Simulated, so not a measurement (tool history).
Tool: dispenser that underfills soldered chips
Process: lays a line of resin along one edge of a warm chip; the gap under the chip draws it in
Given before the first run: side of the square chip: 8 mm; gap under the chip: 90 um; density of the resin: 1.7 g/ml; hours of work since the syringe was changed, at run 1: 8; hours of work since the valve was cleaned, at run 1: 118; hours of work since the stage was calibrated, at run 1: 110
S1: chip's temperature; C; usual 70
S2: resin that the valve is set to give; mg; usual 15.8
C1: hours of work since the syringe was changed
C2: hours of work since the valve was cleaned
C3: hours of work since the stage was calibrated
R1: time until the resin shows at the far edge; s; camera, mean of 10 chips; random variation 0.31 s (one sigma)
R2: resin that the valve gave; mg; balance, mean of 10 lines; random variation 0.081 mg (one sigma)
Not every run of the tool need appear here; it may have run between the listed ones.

run   hour  S1    S2  C1   C2   C3    R1     R2
  1      0  70  15.8   8  118  110  17.5  14.06
         6  -- new syringe of resin
  2    6.3  70  15.8   0  121  114   9.4  13.96
  3   14.8  76  15.8   5  127  119  11.7  13.87
  4   19.7  76  15.8   8  130  122  14.5  13.77
      25.1  -- new syringe of resin
  5   27.6  76  15.8   2  134  126     9  13.57
  6   34.3  75  15.8   6  138  131  12.1  13.71
      35.7  -- dispensing valve cleaned and set on the balance
  7   40.1  75  15.8   9    3  133  15.1  15.88
      45.1  -- new syringe of resin
  8   46.1  70  16.2   1    6  137   9.4  16.13
  9   53.8  70  14.3   5   11  142  14.7  14.26
 10   59.1  70  14.3   9   14  145  17.9  14.21
      63.8  -- new syringe of resin
 11   66.1  70  14.3   1   18  149  10.5  14.07
 12   72.8  70  14.3   6   22  153  14.3  14.25
 13   81.7  78  14.3  11   28  158  16.6  14.01
      82.5  -- new syringe of resin
 14   88.9  70  15.8   4   32  163  12.6  15.36
 15   92.9  68  17.5   6   34  165  16.8  17.01
     101.2  -- new syringe of resin
 16  102.8  67  14.6   1   40  171  11.3  14.14
 17  108.9  67  14.6   5   44  175  15.1  14.03
 18  118.1  80  13.5  10   50  180  15.6  12.88
     120.2  -- new syringe of resin
 19  126.4  80  13.5   4   55  185   8.8  12.87
 20  134.4  84  18.5   9   59  190  11.2  17.59
     138.9  -- new syringe of resin
 21  141.8  84    20   2   64  195   6.6  18.76
 22  149.3  84    20   6   68  199   9.7  18.76

Run 23 comes next. What will it give?
     157.4  -- new syringe of resin
 23  157.4  80  13.6   0  73  204   ?   ?

R1: 6.9 s
R2: 12.71 mg
Were there no unlogged condition in the tool, this run, its random variation unchanged, would have produced R1 6.6 s, R2 13.63 mg.

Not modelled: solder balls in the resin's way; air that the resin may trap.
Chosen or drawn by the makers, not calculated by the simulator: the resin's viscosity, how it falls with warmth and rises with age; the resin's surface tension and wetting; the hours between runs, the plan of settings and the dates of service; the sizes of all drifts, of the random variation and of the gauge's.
